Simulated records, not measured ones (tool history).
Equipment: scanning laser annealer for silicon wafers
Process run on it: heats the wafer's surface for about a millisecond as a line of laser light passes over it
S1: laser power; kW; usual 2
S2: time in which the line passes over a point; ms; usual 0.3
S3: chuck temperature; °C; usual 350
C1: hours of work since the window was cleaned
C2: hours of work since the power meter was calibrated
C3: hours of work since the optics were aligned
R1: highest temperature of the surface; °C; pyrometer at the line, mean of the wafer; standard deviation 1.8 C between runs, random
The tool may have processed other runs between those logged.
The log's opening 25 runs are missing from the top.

run 26 day=13.558 | S1=1.701 S2=0.333 S3=315 | C1=143 C2=49 C3=68 | R1=912
run 27 day=14.038 | S1=2.181 S2=0.291 S3=350 | C1=149 C2=55 C3=74 | R1=1119
run 28 day=14.783 | S1=1.85 S2=0.289 S3=350 | C1=158 C2=65 C3=83 | R1=969
run 29 day=15.454 | S1=2.069 S2=0.3 S3=347 | C1=166 C2=73 C3=91 | R1=1072
run 30 day=15.829 | S1=2 S2=0.37 S3=350 | C1=171 C2=77 C3=96 | R1=1114
run 31 day=16.371 | S1=1.934 S2=0.37 S3=383 | C1=178 C2=84 C3=103 | R1=1111
run 32 day=17.112 | S1=2 S2=0.337 S3=372 | C1=187 C2=93 C3=112 | R1=1101
run 33 day=17.746 | S1=2.026 S2=0.372 S3=379 | C1=195 C2=101 C3=120 | R1=1148
run 34 day=18.112 | S1=1.826 S2=0.365 S3=350 | C1=199 C2=105 C3=124 | R1=1021
run 35 day=18.496 | S1=2.183 S2=0.3 S3=314 | C1=204 C2=110 C3=129 | R1=1080
run 36 day=18.933 | S1=2.183 S2=0.228 S3=374 | C1=209 C2=116 C3=134 | R1=1053
run 37 day=19.462 | S1=2.165 S2=0.26 S3=353 | C1=216 C2=122 C3=141 | R1=1069
run 38 day=19.896 | S1=2.165 S2=0.26 S3=353 | C1=221 C2=127 C3=146 | R1=1065
run 39 day=20.571 | S1=2.049 S2=0.378 S3=321 | C1=229 C2=136 C3=154 | R1=1103
run 40 day=21.279 | S1=2 S2=0.3 S3=330 | C1=238 C2=144 C3=163 | R1=1013

Forecast each of these 3 alternatives for the next run:
run A day=21.954 | S1=2.118 S2=0.29 S3=371 | C1=246 C2=153 C3=171 | R1=?
run B day=21.954 | S1=2.011 S2=0.3 S3=330 | C1=246 C2=153 C3=171 | R1=?
run C day=21.954 | S1=2.03 S2=0.3 S3=350 | C1=246 C2=153 C3=171 | R1=?

run=A R1=1093
run=B R1=1020
run=C R1=1047
Take away the tool's hidden state, keep each run's random variation, and the runs would have read:
run=A R1=1138
run=B R1=1062
run=C R1=1090
